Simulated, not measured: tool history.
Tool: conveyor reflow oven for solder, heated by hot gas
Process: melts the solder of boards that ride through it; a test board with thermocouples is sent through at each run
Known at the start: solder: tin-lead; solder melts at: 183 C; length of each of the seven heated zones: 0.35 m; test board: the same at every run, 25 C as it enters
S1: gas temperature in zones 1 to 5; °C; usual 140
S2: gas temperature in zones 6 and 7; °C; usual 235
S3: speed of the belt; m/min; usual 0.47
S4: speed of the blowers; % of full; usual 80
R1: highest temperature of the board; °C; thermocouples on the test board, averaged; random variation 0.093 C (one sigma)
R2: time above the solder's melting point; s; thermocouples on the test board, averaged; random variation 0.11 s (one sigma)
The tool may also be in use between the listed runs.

run	day	S1	S2	S3	S4	R1	R2
1	0	140	235	0.47	80	216.73	67.7
# day 3.029: flux residue cleaned out of gas plates and filters
2	3.029	140	235	0.47	80	218.58	69.6
3	5	140	235	0.47	80	218.24	69.4
4	7.242	140	235	0.47	80	218.3	69.5
5	9.129	140	235	0.47	80	218.08	69.3
6	12.021	140	235	0.47	80	218.1	69
7	14.9	140	235	0.47	80	217.95	69
8	16.462	140	235	0.51	80	214.84	60.5
9	19.162	140	235	0.47	80	217.73	68.7
10	21.279	140	235	0.47	80	217.57	68.7
11	23.454	140	235	0.47	80	217.29	68.5
# day 24.762: thermocouples of zones 6 and 7 changed
# day 26.138: flux residue cleaned out of gas plates and filters
12	26.242	140	235	0.47	80	218.09	69.6
13	28.946	140	235	0.47	80	217.96	69.5
14	31.396	140	229	0.47	80	212.66	64.2
15	33.429	140	229	0.47	80	212.66	64.2
# day 34.05: belt drive overhauled, speed set with a stopwatch
16	35.421	140	236	0.47	50	209.1	56.2
17	37.671	140	236	0.47	50	208.88	56.1
18	40.879	140	236	0.47	50	209.03	55.9
19	43.804	140	236	0.47	50	208.8	55.9
20	45.512	139	236	0.428	55	214.01	69
21	48.133	139	248	0.428	72	228.51	83.7
# day 49.608: flux residue cleaned out of gas plates and filters
22	50.917	139	248	0.428	72	230.56	85.2
23	53.271	131	224	0.417	87	211.63	67.8
24	55.3	144	232	0.479	81	215.73	66.5
25	57.012	140	235	0.47	68	214.89	64.6
26	58.738	140	235	0.47	68	214.62	64.4
27	61.458	140	235	0.47	68	214.59	64.3
28	63.15	140	240	0.47	71	219.62	69
29	66.154	148	246	0.429	80	231.15	89.7
30	68.429	129	239	0.387	83	225.87	87

3 ways to go on from here, each from the tool as it stands after run 30. What would each give?
A	70.833	142	244	0.47	67	?	?
B	70.833	149	231	0.387	55	?	?
C	70.833	136	239	0.387	83	?	?

run	R1	R2
A	221.89	71.8
B	216.14	86.1
C	226.55	90.5
Without the tool's hidden state the same runs would have given:
run	R1	R2
A	222.57	72.1
B	216.12	86
C	226.9	90.6
